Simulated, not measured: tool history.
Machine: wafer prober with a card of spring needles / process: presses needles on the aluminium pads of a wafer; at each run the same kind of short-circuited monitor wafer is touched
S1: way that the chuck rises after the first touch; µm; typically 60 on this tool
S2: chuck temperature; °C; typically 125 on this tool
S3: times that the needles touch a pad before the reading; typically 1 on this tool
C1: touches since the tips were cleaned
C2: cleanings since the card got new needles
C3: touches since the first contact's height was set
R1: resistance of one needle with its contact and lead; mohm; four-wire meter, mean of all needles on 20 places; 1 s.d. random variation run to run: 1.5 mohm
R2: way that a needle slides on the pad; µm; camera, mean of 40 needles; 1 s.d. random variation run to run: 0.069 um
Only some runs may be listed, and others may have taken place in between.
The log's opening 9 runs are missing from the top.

run	hour	S1	S2	S3	C1	C2	C3	R1	R2
# hour 97.1: tips cleaned on abrasive film
10	97.3	60	125	1	84	39	13418	142	16.48
11	104.5	60	125	1	3629	39	16963	179	16.49
# hour 110.4: tips cleaned on abrasive film
12	112.4	60	125	1	988	40	20865	154	16.31
# hour 123.4: tips cleaned on abrasive film
13	124.8	60	125	2	696	41	26956	144	16.41
14	132.9	60	125	2	4671	41	30931	170	16.37
# hour 136.6: tips cleaned on abrasive film
15	143.6	60	125	2	3504	42	36222	163	16.46
# hour 150.3: tips cleaned on abrasive film
16	156.7	76	125	1	3155	43	42644	159	20.73
# hour 164.0: tips cleaned on abrasive film
17	169.9	47	116	1	2920	44	49124	202	12.76
# hour 177.7: tips cleaned on abrasive film
18	182.3	60	30	1	2296	45	55229	159	16.27
# hour 190.6: tips cleaned on abrasive film
19	192.0	60	30	1	689	46	59991	143	16.14
20	198.6	79	125	2	3957	46	63259	154	21.49
# hour 204.3: tips cleaned on abrasive film
21	205.5	79	125	1	554	47	66606	145	21.54
# hour 217.9: tips cleaned on abrasive film
22	218.8	48	125	2	417	48	73153	153	12.82
# hour 231.9: tips cleaned on abrasive film
23	232.1	77	125	1	91	49	79694	142	20.88
24	243.9	77	125	1	5961	49	85564	173	20.86
# hour 244.7: tips cleaned on abrasive film
25	253.0	74	125	1	4119	50	90014	168	19.91

Estimate the outcome of run 26 from the log above:
# hour 258.2: tips cleaned on abrasive film
26	268.2	60	62	3	4933	51	97485	?	?

Run 26 measured R1 148 mohm, R2 16.12 µm.
Were there no unlogged condition in the tool, this run, its random variation unchanged, would have produced R1 123 mohm, R2 16.62 µm.
